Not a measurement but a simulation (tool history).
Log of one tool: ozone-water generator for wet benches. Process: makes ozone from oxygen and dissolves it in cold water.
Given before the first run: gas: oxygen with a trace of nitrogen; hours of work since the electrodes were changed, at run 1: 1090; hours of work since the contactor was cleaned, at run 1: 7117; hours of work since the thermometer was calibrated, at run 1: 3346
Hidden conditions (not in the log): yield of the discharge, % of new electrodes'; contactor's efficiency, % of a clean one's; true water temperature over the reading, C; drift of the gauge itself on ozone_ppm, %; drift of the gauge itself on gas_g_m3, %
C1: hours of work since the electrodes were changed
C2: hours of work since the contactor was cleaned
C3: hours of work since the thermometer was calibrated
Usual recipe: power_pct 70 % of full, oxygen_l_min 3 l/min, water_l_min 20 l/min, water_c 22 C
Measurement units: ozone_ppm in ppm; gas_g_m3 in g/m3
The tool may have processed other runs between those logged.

run 1 hour=0 | power_pct=70 oxygen_l_min=3 water_l_min=20 water_c=22 | C1=1090 C2=7117 C3=3346 | ozone_ppm=15.2 gas_g_m3=208.2
run 2 hour=114.1 | power_pct=70 oxygen_l_min=3 water_l_min=20 water_c=22 | C1=1189 C2=7216 C3=3445 | ozone_ppm=15.3 gas_g_m3=207.5
run 3 hour=225.4 | power_pct=70 oxygen_l_min=3 water_l_min=20 water_c=22 | C1=1286 C2=7313 C3=3542 | ozone_ppm=15.3 gas_g_m3=208
run 4 hour=328.9 | power_pct=71 oxygen_l_min=3 water_l_min=20 water_c=22 | C1=1377 C2=7404 C3=3633 | ozone_ppm=15.3 gas_g_m3=207
run 5 hour=446.5 | power_pct=71 oxygen_l_min=3 water_l_min=20 water_c=22 | C1=1479 C2=7506 C3=3735 | ozone_ppm=15.1 gas_g_m3=207.8
run 6 hour=525.9 | power_pct=71 oxygen_l_min=3 water_l_min=20 water_c=22 | C1=1549 C2=7576 C3=3805 | ozone_ppm=15.2 gas_g_m3=209.2
run 7 hour=644.3 | power_pct=70 oxygen_l_min=3 water_l_min=20 water_c=27 | C1=1652 C2=7679 C3=3908 | ozone_ppm=14.3 gas_g_m3=205.7
-- hour=662.7 contactor cleaned
run 8 hour=742.2 | power_pct=70 oxygen_l_min=3 water_l_min=20 water_c=27 | C1=1734 C2=69 C3=3990 | ozone_ppm=14.9 gas_g_m3=206.3
run 9 hour=830 | power_pct=70 oxygen_l_min=3 water_l_min=20 water_c=22 | C1=1811 C2=146 C3=4067 | ozone_ppm=15.8 gas_g_m3=205.3
run 10 hour=902.1 | power_pct=70 oxygen_l_min=3 water_l_min=20 water_c=22 | C1=1874 C2=209 C3=4130 | ozone_ppm=15.8 gas_g_m3=205.8
run 11 hour=971.1 | power_pct=70 oxygen_l_min=3 water_l_min=20 water_c=22 | C1=1934 C2=269 C3=4190 | ozone_ppm=15.6 gas_g_m3=205.4
run 12 hour=1045.9 | power_pct=70 oxygen_l_min=3 water_l_min=20 water_c=22 | C1=1999 C2=335 C3=4255 | ozone_ppm=15.6 gas_g_m3=205.6
run 13 hour=1124 | power_pct=70 oxygen_l_min=3 water_l_min=20 water_c=19 | C1=2068 C2=403 C3=4323 | ozone_ppm=16.2 gas_g_m3=204.8
run 14 hour=1177.2 | power_pct=70 oxygen_l_min=3 water_l_min=20 water_c=19 | C1=2114 C2=449 C3=4370 | ozone_ppm=16 gas_g_m3=204.7
run 15 hour=1274.8 | power_pct=70 oxygen_l_min=3 water_l_min=20 water_c=15 | C1=2199 C2=534 C3=4455 | ozone_ppm=16.9 gas_g_m3=204.4
run 16 hour=1394.1 | power_pct=70 oxygen_l_min=3 water_l_min=20 water_c=15 | C1=2303 C2=639 C3=4559 | ozone_ppm=16.7 gas_g_m3=202.4
run 17 hour=1498.2 | power_pct=70 oxygen_l_min=3 water_l_min=20 water_c=15 | C1=2394 C2=730 C3=4650 | ozone_ppm=16.7 gas_g_m3=202.8
run 18 hour=1558.5 | power_pct=61 oxygen_l_min=3 water_l_min=20 water_c=22 | C1=2447 C2=782 C3=4703 | ozone_ppm=14.4 gas_g_m3=188.5
run 19 hour=1674.1 | power_pct=69 oxygen_l_min=3 water_l_min=20 water_c=20 | C1=2548 C2=883 C3=4804 | ozone_ppm=15.5 gas_g_m3=201.7
run 20 hour=1751.4 | power_pct=69 oxygen_l_min=3 water_l_min=20 water_c=20 | C1=2615 C2=951 C3=4871 | ozone_ppm=15.4 gas_g_m3=201.4
run 21 hour=1858.2 | power_pct=69 oxygen_l_min=3 water_l_min=20 water_c=20 | C1=2709 C2=1044 C3=4964 | ozone_ppm=15.5 gas_g_m3=202.6
run 22 hour=1980.8 | power_pct=69 oxygen_l_min=3 water_l_min=20 water_c=20 | C1=2816 C2=1151 C3=5071 | ozone_ppm=15.3 gas_g_m3=199.2
run 23 hour=2049.8 | power_pct=89 oxygen_l_min=2.07 water_l_min=13 water_c=23 | C1=2876 C2=1211 C3=5132 | ozone_ppm=22 gas_g_m3=262.7
run 24 hour=2151.7 | power_pct=61 oxygen_l_min=2.79 water_l_min=12 water_c=24 | C1=2965 C2=1300 C3=5221 | ozone_ppm=20 gas_g_m3=192
run 25 hour=2266.3 | power_pct=61 oxygen_l_min=2.79 water_l_min=12 water_c=24 | C1=3065 C2=1400 C3=5321 | ozone_ppm=19.8 gas_g_m3=193.1
run 26 hour=2368.2 | power_pct=61 oxygen_l_min=2.79 water_l_min=12 water_c=24 | C1=3154 C2=1489 C3=5410 | ozone_ppm=20 gas_g_m3=191.8
run 27 hour=2420.4 | power_pct=70 oxygen_l_min=3.19 water_l_min=17 water_c=20 | C1=3199 C2=1535 C3=5455 | ozone_ppm=18 gas_g_m3=197.3
run 28 hour=2543.5 | power_pct=70 oxygen_l_min=3.19 water_l_min=17 water_c=20 | C1=3307 C2=1642 C3=5563 | ozone_ppm=18.1 gas_g_m3=196.1
run 29 hour=2644.3 | power_pct=70 oxygen_l_min=3 water_l_min=20 water_c=18 | C1=3395 C2=1730 C3=5651 | ozone_ppm=15.6 gas_g_m3=200.3
run 30 hour=2707.8 | power_pct=70 oxygen_l_min=5.39 water_l_min=20 water_c=18 | C1=3450 C2=1786 C3=5706 | ozone_ppm=18.2 gas_g_m3=162.2
-- hour=2727 water thermometer calibrated
run 31 hour=2820.6 | power_pct=70 oxygen_l_min=5.39 water_l_min=13 water_c=15 | C1=3548 C2=1884 C3=82 | ozone_ppm=25.6 gas_g_m3=163.8
run 32 hour=2901.8 | power_pct=41 oxygen_l_min=3 water_l_min=16 water_c=19 | C1=3619 C2=1955 C3=153 | ozone_ppm=14.1 gas_g_m3=149
run 33 hour=3024.2 | power_pct=70 oxygen_l_min=3 water_l_min=26 water_c=25 | C1=3726 C2=2061 C3=259 | ozone_ppm=11.6 gas_g_m3=198

4 options for the next run, each taken on its own from the tool as it stands now. Forecast them:
run A hour=3128 | power_pct=84 oxygen_l_min=2.26 water_l_min=20 water_c=22 | C1=3817 C2=2152 C3=350 | ozone_ppm=? gas_g_m3=?
run B hour=3128 | power_pct=52 oxygen_l_min=2.38 water_l_min=18 water_c=25 | C1=3817 C2=2152 C3=350 | ozone_ppm=? gas_g_m3=?
run C hour=3128 | power_pct=88 oxygen_l_min=2 water_l_min=20 water_c=19 | C1=3817 C2=2152 C3=350 | ozone_ppm=? gas_g_m3=?
run D hour=3128 | power_pct=45 oxygen_l_min=2.13 water_l_min=14 water_c=25 | C1=3817 C2=2152 C3=350 | ozone_ppm=? gas_g_m3=?

run=A ozone_ppm=15 gas_g_m3=240.1
run=B ozone_ppm=12.5 gas_g_m3=182.3
run=C ozone_ppm=15 gas_g_m3=258.9
run=D ozone_ppm=14 gas_g_m3=177.7
What these runs would have given with no unlogged condition in the tool:
run=A ozone_ppm=16.3 gas_g_m3=258.7
run=B ozone_ppm=13.4 gas_g_m3=192.9
run=C ozone_ppm=16.4 gas_g_m3=279.5
run=D ozone_ppm=14.9 gas_g_m3=186.9

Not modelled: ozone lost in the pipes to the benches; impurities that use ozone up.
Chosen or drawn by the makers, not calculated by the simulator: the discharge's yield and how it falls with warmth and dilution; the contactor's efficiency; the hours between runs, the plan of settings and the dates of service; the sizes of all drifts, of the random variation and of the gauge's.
